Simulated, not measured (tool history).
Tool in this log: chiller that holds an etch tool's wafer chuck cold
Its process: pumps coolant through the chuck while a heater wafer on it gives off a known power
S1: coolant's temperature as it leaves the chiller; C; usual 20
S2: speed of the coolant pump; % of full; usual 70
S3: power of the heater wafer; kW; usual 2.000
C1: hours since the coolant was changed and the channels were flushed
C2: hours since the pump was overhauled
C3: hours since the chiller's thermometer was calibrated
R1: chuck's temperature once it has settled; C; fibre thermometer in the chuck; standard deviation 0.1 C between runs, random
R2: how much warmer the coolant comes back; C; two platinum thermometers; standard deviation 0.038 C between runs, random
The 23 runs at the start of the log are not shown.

run 24 day=27.804 | S1=20 S2=62 S3=2.504 | C1=2118 C2=1949 C3=820 | R1=45.1 R2=11.33
run 25 day=28.758 | S1=20 S2=70 S3=1.969 | C1=2141 C2=1972 C3=843 | R1=38.5 R2=7.98
-- day=29.508 gauge calibrated
run 26 day=29.721 | S1=20 S2=75 S3=2.290 | C1=2164 C2=1995 C3=866 | R1=40.7 R2=8.17
run 27 day=30.458 | S1=20 S2=70 S3=1.543 | C1=2182 C2=2013 C3=884 | R1=34.5 R2=5.95
run 28 day=31.688 | S1=26 S2=98 S3=2.465 | C1=2211 C2=2043 C3=913 | R1=44.8 R2=6.71
run 29 day=32.954 | S1=26 S2=98 S3=2.465 | C1=2242 C2=2073 C3=943 | R1=45.1 R2=6.68
run 30 day=34.433 | S1=26 S2=98 S3=2.465 | C1=2277 C2=2109 C3=979 | R1=45.0 R2=6.72
run 31 day=35.350 | S1=27 S2=90 S3=2.000 | C1=2299 C2=2130 C3=1001 | R1=43.2 R2=5.93
run 32 day=36.696 | S1=27 S2=90 S3=2.000 | C1=2331 C2=2163 C3=1033 | R1=43.0 R2=6.03
run 33 day=37.579 | S1=27 S2=96 S3=2.000 | C1=2353 C2=2184 C3=1054 | R1=42.7 R2=5.66

3 options for the next run, each taken on its own from the tool as it stands now. Forecast them:
run A day=38.812 | S1=11 S2=64 S3=2.901 | C1=2382 C2=2214 C3=1084 | R1=? R2=?
run B day=38.812 | S1=27 S2=96 S3=2.000 | C1=2382 C2=2214 C3=1084 | R1=? R2=?
run C day=38.812 | S1=20 S2=70 S3=2.000 | C1=2382 C2=2214 C3=1084 | R1=? R2=?

run=A R1=39.7 R2=12.37
run=B R1=42.7 R2=5.71
run=C R1=38.8 R2=7.85
What these runs would have given with no unlogged condition in the tool:
run=A R1=39.6 R2=12.24
run=B R1=42.7 R2=5.57
run=C R1=38.8 R2=7.72
